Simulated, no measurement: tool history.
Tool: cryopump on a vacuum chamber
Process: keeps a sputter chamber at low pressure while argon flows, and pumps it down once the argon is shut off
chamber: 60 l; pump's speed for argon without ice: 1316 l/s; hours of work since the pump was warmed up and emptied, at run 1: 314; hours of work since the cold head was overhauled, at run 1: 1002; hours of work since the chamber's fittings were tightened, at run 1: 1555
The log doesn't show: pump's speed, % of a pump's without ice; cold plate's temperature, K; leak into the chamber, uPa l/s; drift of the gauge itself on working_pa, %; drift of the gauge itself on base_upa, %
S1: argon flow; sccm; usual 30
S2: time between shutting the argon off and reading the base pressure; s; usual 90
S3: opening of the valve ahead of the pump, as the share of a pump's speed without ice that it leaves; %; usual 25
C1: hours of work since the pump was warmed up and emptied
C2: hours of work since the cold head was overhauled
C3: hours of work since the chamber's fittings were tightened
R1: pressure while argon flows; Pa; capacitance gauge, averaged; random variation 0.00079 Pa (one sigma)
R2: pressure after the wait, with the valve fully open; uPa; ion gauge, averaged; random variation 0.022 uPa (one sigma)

| run | hour | S1 | S2 | S3 | C1 | C2 | C3 | R1 | R2 |
|---|---|---|---|---|---|---|---|---|---|
| 1 | 0 | 30 | 90 | 25 | 314 | 1002 | 1555 | 0.1588 | 1.69 |
| 2 | 51.3 | 13 | 90 | 25 | 345 | 1032 | 1585 | 0.0692 | 1.71 |
| 3 | 110 | 13 | 90 | 25 | 379 | 1066 | 1620 | 0.0702 | 1.77 |
| 4 | 136.2 | 13 | 90 | 25 | 395 | 1082 | 1635 | 0.07 | 1.8 |
| 5 | 187.7 | 13 | 90 | 25 | 425 | 1112 | 1666 | 0.0702 | 1.78 |
| 6 | 217.1 | 21 | 90 | 25 | 442 | 1129 | 1683 | 0.1143 | 1.75 |
| 7 | 242.8 | 32 | 90 | 25 | 458 | 1145 | 1698 | 0.1742 | 1.84 |
| 8 | 289.1 | 32 | 90 | 25 | 485 | 1172 | 1725 | 0.1731 | 1.87 |
| 9 | 333.8 | 32 | 90 | 25 | 511 | 1198 | 1752 | 0.1748 | 1.94 |
| 10 | 388 | 32 | 90 | 25 | 543 | 1230 | 1784 | 0.1749 | 1.95 |
| 11 | 433.7 | 52 | 90 | 25 | 570 | 1257 | 1811 | 0.2867 | 2.01 |
| 12 | 471.2 | 30 | 90 | 25 | 592 | 1279 | 1833 | 0.1662 | 2.04 |
| 13 | 524.1 | 30 | 90 | 25 | 623 | 1310 | 1864 | 0.1667 | 1.98 |
| 14 | 564.1 | 30 | 90 | 25 | 647 | 1334 | 1888 | 0.1665 | 2.06 |
|  | 572.5 | pump warmed up, emptied and cooled again |
| 15 | 608.8 | 19 | 237 | 25 | 21 | 1357 | 1911 | 0.0967 | 1.48 |
| 16 | 659.6 | 19 | 237 | 25 | 51 | 1387 | 1941 | 0.0984 | 1.47 |
| 17 | 713.9 | 19 | 237 | 25 | 83 | 1419 | 1973 | 0.0989 | 1.5 |
| 18 | 758.4 | 19 | 52 | 48 | 110 | 1446 | 1999 | 0.0525 | 2.17 |
| 19 | 810.8 | 30 | 127 | 33 | 140 | 1476 | 2030 | 0.1198 | 1.76 |
| 20 | 855.6 | 30 | 264 | 28 | 167 | 1503 | 2056 | 0.1395 | 1.54 |
| 21 | 904.8 | 30 | 35 | 25 | 196 | 1532 | 2085 | 0.1573 | 2.64 |
| 22 | 962 | 49 | 29 | 16 | 230 | 1566 | 2119 | 0.3989 | 2.87 |
| 23 | 1008.3 | 17 | 47 | 25 | 257 | 1593 | 2146 | 0.0895 | 2.42 |
| 24 | 1034.9 | 17 | 47 | 25 | 272 | 1608 | 2162 | 0.0892 | 2.35 |
| 25 | 1083.2 | 30 | 94 | 55 | 301 | 1637 | 2190 | 0.074 | 1.98 |

Measured less the same run without the tool's hidden state. The same run-to-run variation is in both; the gauge's scatter may not be:
| run | R1 | R2 |
|---|---|---|
| 1 | +0.0057 | +1 |
| 2 | +0.0027 | +1.03 |
| 3 | +0.0031 | +1.09 |
| 4 | +0.0031 | +1.09 |
| 5 | +0.0035 | +1.11 |
| 6 | +0.0058 | +1.11 |
| 7 | +0.0092 | +1.17 |
| 8 | +0.0095 | +1.18 |
| 9 | +0.0103 | +1.25 |
| 10 | +0.011 | +1.29 |
| 11 | +0.019 | +1.32 |
| 12 | +0.0115 | +1.34 |
| 13 | +0.0122 | +1.36 |
| 14 | +0.0127 | +1.4 |
| 15 | +0.0005 | +1.06 |
| 16 | +0.0008 | +1.08 |
| 17 | +0.001 | +1.09 |
| 18 | +0.0012 | +1.14 |
| 19 | +0.0025 | +1.19 |
| 20 | +0.0028 | +1.19 |
| 21 | +0.0034 | +1.25 |
| 22 | +0.0064 | +1.26 |
| 23 | +0.0025 | +1.33 |
| 24 | +0.0026 | +1.28 |
| 25 | +0.005 | +1.34 |

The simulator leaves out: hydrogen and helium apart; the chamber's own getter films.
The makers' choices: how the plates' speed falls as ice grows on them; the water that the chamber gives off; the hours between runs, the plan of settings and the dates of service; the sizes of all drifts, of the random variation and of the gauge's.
